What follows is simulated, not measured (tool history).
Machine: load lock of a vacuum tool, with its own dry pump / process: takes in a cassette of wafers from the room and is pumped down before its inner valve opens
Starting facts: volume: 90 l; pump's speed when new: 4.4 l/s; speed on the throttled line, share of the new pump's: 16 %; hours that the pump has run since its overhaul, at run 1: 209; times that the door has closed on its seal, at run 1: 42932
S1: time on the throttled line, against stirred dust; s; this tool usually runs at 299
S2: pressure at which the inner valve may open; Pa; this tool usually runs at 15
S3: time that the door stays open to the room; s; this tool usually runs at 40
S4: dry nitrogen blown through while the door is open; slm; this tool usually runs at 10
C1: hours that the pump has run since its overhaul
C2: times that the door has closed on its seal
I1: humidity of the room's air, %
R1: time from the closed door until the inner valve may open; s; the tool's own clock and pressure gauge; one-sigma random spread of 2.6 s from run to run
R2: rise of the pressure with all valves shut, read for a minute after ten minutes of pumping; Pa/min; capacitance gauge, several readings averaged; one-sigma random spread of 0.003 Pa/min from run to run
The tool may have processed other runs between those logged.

run 1 day=0 | S1=299 S2=15 S3=40 S4=10 | C1=209 C2=42932 | I1=45.2 | R1=430.4 R2=0.504
run 2 day=29.658 | S1=299 S2=15 S3=40 S4=10 | C1=920 C2=44452 | I1=45.9 | R1=437.4 R2=0.535
run 3 day=51.529 | S1=299 S2=15 S3=40 S4=10 | C1=1445 C2=45573 | I1=47.9 | R1=436 R2=0.557
run 4 day=69.588 | S1=299 S2=15 S3=40 S4=10 | C1=1879 C2=46499 | I1=42.6 | R1=431.3 R2=0.562
run 5 day=83.125 | S1=299 S2=15 S3=40 S4=10 | C1=2204 C2=47193 | I1=47.5 | R1=438.9 R2=0.591
run 6 day=96.362 | S1=299 S2=15 S3=40 S4=10 | C1=2521 C2=47871 | I1=46.6 | R1=438.3 R2=0.601
run 7 day=112.754 | S1=299 S2=15 S3=40 S4=10 | C1=2915 C2=48712 | I1=44.9 | R1=443.3 R2=0.587
run 8 day=131.608 | S1=299 S2=15 S3=40 S4=8 | C1=3367 C2=49678 | I1=42.2 | R1=438.9 R2=0.617
run 9 day=147.183 | S1=299 S2=15 S3=40 S4=18 | C1=3741 C2=50476 | I1=41.7 | R1=442.2 R2=0.634
run 10 day=162.717 | S1=299 S2=15 S3=68 S4=10 | C1=4114 C2=51272 | I1=44.4 | R1=441.2 R2=0.65
run 11 day=180.712 | S1=299 S2=15 S3=68 S4=10 | C1=4546 C2=52195 | I1=45.3 | R1=435.6 R2=0.692
run 12 day=207.425 | S1=211 S2=15 S3=68 S4=10 | C1=5187 C2=53564 | I1=47 | R1=361.3 R2=0.714
run 13 day=222.175 | S1=211 S2=19 S3=68 S4=10 | C1=5541 C2=54320 | I1=46 | R1=360.9 R2=0.721
run 14 day=239.304 | S1=299 S2=15 S3=40 S4=10 | C1=5952 C2=55198 | I1=44.9 | R1=438.3 R2=0.732
run 15 day=254.867 | S1=299 S2=15 S3=40 S4=10 | C1=6325 C2=55996 | I1=45.1 | R1=437.9 R2=0.738
run 16 day=276.529 | S1=299 S2=15 S3=40 S4=10 | C1=6845 C2=57106 | I1=44.4 | R1=439.8 R2=0.772
run 17 day=291.408 | S1=299 S2=15 S3=40 S4=10 | C1=7202 C2=57869 | I1=44.8 | R1=438.9 R2=0.773
run 18 day=304.325 | S1=299 S2=15 S3=40 S4=10 | C1=7512 C2=58531 | I1=45.3 | R1=440.9 R2=0.796
-- day=319.575 door's seal changed, seat wiped
run 19 day=319.612 | S1=299 S2=15 S3=40 S4=10 | C1=7878 C2=2 | I1=43.9 | R1=441.7 R2=0.045
run 20 day=341.329 | S1=299 S2=22 S3=40 S4=10 | C1=8399 C2=1115 | I1=46.8 | R1=432.1 R2=0.05
run 21 day=358.908 | S1=299 S2=22 S3=40 S4=10 | C1=8821 C2=2016 | I1=45.3 | R1=432.3 R2=0.057
run 22 day=384.146 | S1=299 S2=14 S3=40 S4=10 | C1=9427 C2=3310 | I1=43.6 | R1=447.2 R2=0.058
run 23 day=402.7 | S1=281 S2=21 S3=40 S4=11 | C1=9872 C2=4261 | I1=44.6 | R1=422.4 R2=0.057
run 24 day=428.904 | S1=281 S2=21 S3=40 S4=11 | C1=10501 C2=5604 | I1=47.3 | R1=426 R2=0.071
run 25 day=452.75 | S1=299 S2=15 S3=25 S4=39 | C1=11073 C2=6826 | I1=45.3 | R1=439.8 R2=0.053
run 26 day=475.504 | S1=421 S2=15 S3=82 S4=4 | C1=11619 C2=7992 | I1=41.4 | R1=544.7 R2=0.102
run 27 day=500.592 | S1=507 S2=11 S3=82 S4=35 | C1=12221 C2=9278 | I1=48.5 | R1=622.5 R2=0.099
run 28 day=514.154 | S1=224 S2=11 S3=79 S4=41 | C1=12547 C2=9974 | I1=44.6 | R1=396 R2=0.089
run 29 day=530.604 | S1=224 S2=11 S3=39 S4=44 | C1=12942 C2=10817 | I1=47.6 | R1=394.4 R2=0.085
run 30 day=547.833 | S1=398 S2=15 S3=228 S4=25 | C1=13355 C2=11700 | I1=44.8 | R1=528.8 R2=0.146
run 31 day=562.483 | S1=398 S2=15 S3=45 S4=10 | C1=13707 C2=12451 | I1=48.3 | R1=527.5 R2=0.123
run 32 day=575.983 | S1=189 S2=15 S3=134 S4=14 | C1=14031 C2=13143 | I1=45.3 | R1=355.7 R2=0.143
run 33 day=604.875 | S1=315 S2=25 S3=30 S4=6 | C1=14724 C2=14623 | I1=46.8 | R1=456.7 R2=0.131
run 34 day=618.479 | S1=404 S2=20 S3=102 S4=22 | C1=15051 C2=15321 | I1=48.5 | R1=531.2 R2=0.146
run 35 day=647.471 | S1=161 S2=15 S3=40 S4=13 | C1=15746 C2=16807 | I1=44.9 | R1=337.4 R2=0.147
run 36 day=663.588 | S1=304 S2=15 S3=40 S4=13 | C1=16133 C2=17633 | I1=43.5 | R1=456.2 R2=0.15
run 37 day=683.112 | S1=304 S2=15 S3=40 S4=13 | C1=16602 C2=18633 | I1=43.7 | R1=466.6 R2=0.16

Below are 3 alternative next runs, each starting from the tool's condition after run 37. Predict each:
run A day=700.088 | S1=299 S2=15 S3=47 S4=10 | C1=17009 C2=19503 | I1=44.7 | R1=? R2=?
run B day=700.088 | S1=299 S2=14 S3=40 S4=28 | C1=17009 C2=19503 | I1=47.2 | R1=? R2=?
run C day=700.088 | S1=299 S2=15 S3=107 S4=10 | C1=17009 C2=19503 | I1=45.2 | R1=? R2=?

run=A R1=453.6 R2=0.172
run=B R1=451.7 R2=0.159
run=C R1=451.1 R2=0.199
With the hidden condition removed and each run's random variation left untouched, the same runs would have given:
run=A R1=433.3 R2=0.045
run=B R1=431.8 R2=0.031
run=C R1=430.9 R2=0.071

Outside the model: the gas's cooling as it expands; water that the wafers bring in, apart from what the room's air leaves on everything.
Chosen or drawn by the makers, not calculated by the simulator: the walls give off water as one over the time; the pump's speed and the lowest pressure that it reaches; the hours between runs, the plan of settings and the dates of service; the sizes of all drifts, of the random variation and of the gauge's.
